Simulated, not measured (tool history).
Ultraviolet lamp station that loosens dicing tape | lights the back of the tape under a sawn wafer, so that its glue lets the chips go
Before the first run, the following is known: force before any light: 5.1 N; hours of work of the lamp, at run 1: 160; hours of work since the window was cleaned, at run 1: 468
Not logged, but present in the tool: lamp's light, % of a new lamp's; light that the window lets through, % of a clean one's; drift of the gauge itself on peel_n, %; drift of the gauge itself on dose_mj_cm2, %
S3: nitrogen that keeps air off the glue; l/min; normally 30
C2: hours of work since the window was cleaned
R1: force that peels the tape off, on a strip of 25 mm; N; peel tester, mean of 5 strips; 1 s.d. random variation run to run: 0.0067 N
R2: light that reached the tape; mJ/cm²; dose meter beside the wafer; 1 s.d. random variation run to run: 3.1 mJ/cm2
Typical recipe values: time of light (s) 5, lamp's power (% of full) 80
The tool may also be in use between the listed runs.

Run 1, hour 0.0: usual settings; hours of work of the lamp 160; C2 468. Result: R1 0.289 N, R2 402 mJ/cm².
Run 2, hour 11.7: usual settings; hours of work of the lamp 166; C2 473. Result: R1 0.279 N, R2 394 mJ/cm².
Run 3, hour 35.3: usual settings; hours of work of the lamp 178; C2 485. Result: R1 0.290 N, R2 395 mJ/cm².
Run 4, hour 47.5: usual settings; hours of work of the lamp 184; C2 491. Result: R1 0.300 N, R2 389 mJ/cm².
Run 5, hour 63.1: usual settings; hours of work of the lamp 191; C2 499. Result: R1 0.292 N, R2 389 mJ/cm².
At hour 65.7: window cleaned of glue's vapour.
Run 6, hour 77.5: usual settings; hours of work of the lamp 198; C2 6. Result: R1 0.314 N, R2 377 mJ/cm².
Run 7, hour 100.9: usual settings but time of light (s) 7, S3 42 l/min; hours of work of the lamp 209; C2 17. Result: R1 0.176 N, R2 520 mJ/cm².
Run 8, hour 116.3: usual settings but time of light (s) 7, lamp's power (% of full) 76, S3 14 l/min; hours of work of the lamp 217; C2 25. Result: R1 0.333 N, R2 500 mJ/cm².
Run 9, hour 129.1: usual settings but S3 38 l/min; hours of work of the lamp 223; C2 31. Result: R1 0.266 N, R2 372 mJ/cm².
Run 10, hour 149.5: usual settings but time of light (s) 4, lamp's power (% of full) 61, S3 47 l/min; hours of work of the lamp 233; C2 41. Result: R1 0.605 N, R2 225 mJ/cm².
Run 11, hour 168.2: usual settings but time of light (s) 4, lamp's power (% of full) 83; hours of work of the lamp 242; C2 50. Result: R1 0.473 N, R2 308 mJ/cm².

Entry by entry between the runs, the difference in hidden state between the last listed run before and the first listed run after:
From run 5 to run 6: window cleaned of glue's vapour (hour 65.7)
  lamp's light, % of a new lamp's: 95.5 -> 95.3; light that the window lets through, % of a clean one's: 86.5 -> 84
  what was measured, less what the result would be without the hidden state, R1: +0.078 -> +0.094 N; R2: -83 -> -94 mJ/cm²
